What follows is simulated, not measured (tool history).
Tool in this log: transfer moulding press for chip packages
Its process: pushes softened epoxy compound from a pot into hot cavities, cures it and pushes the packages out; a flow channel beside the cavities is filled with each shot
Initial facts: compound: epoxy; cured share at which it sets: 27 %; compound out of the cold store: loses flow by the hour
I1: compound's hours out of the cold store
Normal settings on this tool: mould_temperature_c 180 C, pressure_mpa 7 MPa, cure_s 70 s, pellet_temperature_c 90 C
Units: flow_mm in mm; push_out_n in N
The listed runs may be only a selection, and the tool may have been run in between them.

Run 1, hour 0: usual settings; I1 22. Result: flow_mm 679 mm, push_out_n 518 N.
At hour 12.1: cavities cleaned with cleaning compound and waxed.
Run 2, hour 21.2: usual settings but cure_s 55 s; I1 38.5. Result: flow_mm 647 mm, push_out_n 733 N.
Run 3, hour 38.2: usual settings but cure_s 55 s; I1 38. Result: flow_mm 639 mm, push_out_n 791 N.
At hour 50: cavities cleaned with cleaning compound and waxed.
Run 4, hour 59.4: usual settings; I1 27.6. Result: flow_mm 657 mm, push_out_n 449 N.
Run 5, hour 73.1: usual settings but pellet_temperature_c 92 C; I1 41.8. Result: flow_mm 625 mm, push_out_n 480 N.
At hour 88: cavities cleaned with cleaning compound and waxed.
Run 6, hour 88.5: usual settings but pellet_temperature_c 92 C; I1 24.4. Result: flow_mm 662 mm, push_out_n 389 N.
Run 7, hour 106.2: usual settings but cure_s 74 s, pellet_temperature_c 92 C; I1 33.9. Result: flow_mm 639 mm, push_out_n 440 N.
At hour 125.8: cavities cleaned with cleaning compound and waxed.
Run 8, hour 125.8: usual settings but cure_s 74 s, pellet_temperature_c 92 C; I1 41.8. Result: flow_mm 617 mm, push_out_n 354 N.
Run 9, hour 139.9: usual settings but cure_s 74 s, pellet_temperature_c 92 C; I1 17.8. Result: flow_mm 664 mm, push_out_n 438 N.
Run 10, hour 157.7: usual settings but pellet_temperature_c 94 C; I1 38. Result: flow_mm 623 mm, push_out_n 514 N.
At hour 163.8: cavities cleaned with cleaning compound and waxed.
At hour 167.6: plunger's sealing rings changed.
Run 11, hour 175.9: usual settings; I1 17.1. Result: flow_mm 693 mm, push_out_n 445 N.
Run 12, hour 192.1: usual settings but pellet_temperature_c 95 C; I1 40.8. Result: flow_mm 642 mm, push_out_n 510 N.
At hour 204: cavities cleaned with cleaning compound and waxed.
Run 13, hour 205.7: usual settings but pellet_temperature_c 95 C; I1 31.3. Result: flow_mm 661 mm, push_out_n 407 N.
Run 14, hour 221: usual settings but mould_temperature_c 183 C; I1 44.1. Result: flow_mm 627 mm, push_out_n 419 N.
Run 15, hour 231.9: usual settings but mould_temperature_c 183 C; I1 39. Result: flow_mm 635 mm, push_out_n 438 N.
At hour 242.8: cavities cleaned with cleaning compound and waxed.
Run 16, hour 252.2: usual settings but pressure_mpa 8.03 MPa, pellet_temperature_c 81 C; I1 44.1. Result: flow_mm 673 mm, push_out_n 442 N.
Run 17, hour 269.2: usual settings but mould_temperature_c 178 C, pressure_mpa 6.53 MPa, cure_s 51 s, pellet_temperature_c 81 C; I1 15.4. Result: flow_mm 665 mm, push_out_n 1204 N.
At hour 281.1: cavities cleaned with cleaning compound and waxed.
Run 18, hour 282.3: usual settings but mould_temperature_c 178 C, pressure_mpa 6.53 MPa, cure_s 51 s, pellet_temperature_c 81 C; I1 21.5. Result: flow_mm 653 mm, push_out_n 960 N.
Run 19, hour 299.2: usual settings but pressure_mpa 6.92 MPa; I1 34.9. Result: flow_mm 637 mm, push_out_n 464 N.
Run 20, hour 313.6: usual settings but pressure_mpa 6.04 MPa, cure_s 62 s; I1 36.5. Result: flow_mm 587 mm, push_out_n 643 N.
At hour 319.5: cavities cleaned with cleaning compound and waxed.
Run 21, hour 329.1: usual settings but pressure_mpa 6.08 MPa; I1 23.5. Result: flow_mm 612 mm, push_out_n 452 N.
Run 22, hour 346.1: usual settings but pressure_mpa 6.08 MPa; I1 20.9. Result: flow_mm 617 mm, push_out_n 511 N.
At hour 357.5: cavities cleaned with cleaning compound and waxed.
Run 23, hour 363.9: usual settings but pressure_mpa 6.08 MPa; I1 38.5. Result: flow_mm 582 mm, push_out_n 418 N.
At hour 370: plunger's sealing rings changed.
Run 24, hour 385.6: usual settings but pressure_mpa 6.08 MPa, cure_s 69 s, pellet_temperature_c 91 C; I1 33.7. Result: flow_mm 610 mm, push_out_n 501 N.
At hour 397.8: cavities cleaned with cleaning compound and waxed.
Run 25, hour 400.2: usual settings but mould_temperature_c 185 C, pressure_mpa 7.86 MPa; I1 16.2. Result: flow_mm 727 mm, push_out_n 343 N.
Run 26, hour 415.4: usual settings but mould_temperature_c 185 C, pressure_mpa 7.86 MPa; I1 9.4. Result: flow_mm 736 mm, push_out_n 391 N.
At hour 420.7: mould's thermocouples calibrated.
Run 27, hour 430.6: usual settings but mould_temperature_c 185 C, pressure_mpa 7.86 MPa; I1 38.7. Result: flow_mm 671 mm, push_out_n 419 N.
At hour 437.9: cavities cleaned with cleaning compound and waxed.
Run 28, hour 449.4: usual settings but mould_temperature_c 185 C, pressure_mpa 7.86 MPa; I1 28. Result: flow_mm 694 mm, push_out_n 378 N.
Run 29, hour 459.7: usual settings but mould_temperature_c 185 C, pressure_mpa 8.2 MPa, cure_s 81 s; I1 24. Result: flow_mm 714 mm, push_out_n 360 N.

Below are 3 alternative next runs, each starting from the tool's condition after run 29. Predict each:
At hour 475.7: cavities cleaned with cleaning compound and waxed.
Run A, hour 480.9: usual settings but mould_temperature_c 185 C, pressure_mpa 8.71 MPa, cure_s 57 s, pellet_temperature_c 80 C; I1 25.4. Result: flow_mm ?, push_out_n ?.
At hour 475.7: cavities cleaned with cleaning compound and waxed.
Run B, hour 480.9: usual settings but mould_temperature_c 185 C, pressure_mpa 6.24 MPa, cure_s 81 s; I1 13.6. Result: flow_mm ?, push_out_n ?.
At hour 475.7: cavities cleaned with cleaning compound and waxed.
Run C, hour 480.9: usual settings but mould_temperature_c 174 C, pressure_mpa 5.91 MPa, pellet_temperature_c 82 C; I1 20.4. Result: flow_mm ?, push_out_n ?.

run  flow_mm  push_out_n
  A      730         488
  B      638         311
  C      632         685
Without the tool's hidden state the same runs would have given:
run  flow_mm  push_out_n
  A      748         446
  B      654         285
  C      648         626
